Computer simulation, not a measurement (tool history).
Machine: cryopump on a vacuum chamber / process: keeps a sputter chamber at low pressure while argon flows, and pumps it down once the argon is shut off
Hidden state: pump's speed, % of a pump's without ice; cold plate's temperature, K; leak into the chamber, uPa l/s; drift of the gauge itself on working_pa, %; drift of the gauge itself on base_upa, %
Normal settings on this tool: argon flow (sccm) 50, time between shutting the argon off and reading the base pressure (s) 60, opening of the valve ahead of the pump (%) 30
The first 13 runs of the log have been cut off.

run	hour	argon flow (sccm)	time between shutting the argon off and reading the base pressure (s)	opening of the valve ahead of the pump (%)	hours of work since the pump was warmed up and emptied	hours of work since the cold head was overhauled	hours of work since the chamber's fittings were tightened	pressure while argon flows (Pa)	pressure after the wait (uPa)
14	384.4	50	60	42	281	281	733	0.1292	2.08
15	417.6	50	60	24	304	304	757	0.2221	2.16
16	459.1	50	60	24	333	333	786	0.2221	2.29
17	491	50	60	24	356	356	808	0.2236	2.26
18	528.5	37	60	17	382	382	835	0.2313	2.23
19	553.7	50	36	30	400	400	852	0.1781	3.14
20	582.1	39	49	30	420	420	872	0.1398	2.59
21	605.2	39	49	30	436	436	889	0.14	2.66
22	644.4	30	277	43	464	464	916	0.0767	1.53
23	670.5	30	277	43	482	482	935	0.076	1.53
24	694.5	30	277	43	499	499	952	0.0773	1.52
25	720.6	96	22	45	518	518	970	0.2351	4.55
26	744.9	96	22	45	535	535	987	0.2343	4.66
27	785.3	91	224	35	563	563	1016	0.2834	1.67
28	811.2	91	224	35	582	582	1034	0.2844	1.69
29	840	37	60	22	602	602	1054	0.1812	2.55
30	858.8	37	21	21	615	615	1067	0.19	4.8
31	890.5	37	24	56	637	637	1090	0.0742	4.55
32	912.3	37	24	56	653	653	1105	0.0766	4.41
33	951.3	72	53	18	680	680	1133	0.4315	2.87

Consider 3 possible next runs. They are alternatives, not a sequence: every one starts from the tool as it was left by run 33. What does each give?
A	981.8	72	280	18	702	702	1154	?	?
B	981.8	34	70	21	702	702	1154	?	?
C	981.8	27	196	37	702	702	1154	?	?

run	pressure while argon flows (Pa)	pressure after the wait (uPa)
A	0.4316	1.81
B	0.1748	2.56
C	0.0815	1.94
Stripped of hidden state, with their random variation kept, the same runs would have yielded:
run	pressure while argon flows (Pa)	pressure after the wait (uPa)
A	0.4177	0.44
B	0.1683	1.21
C	0.0763	0.56
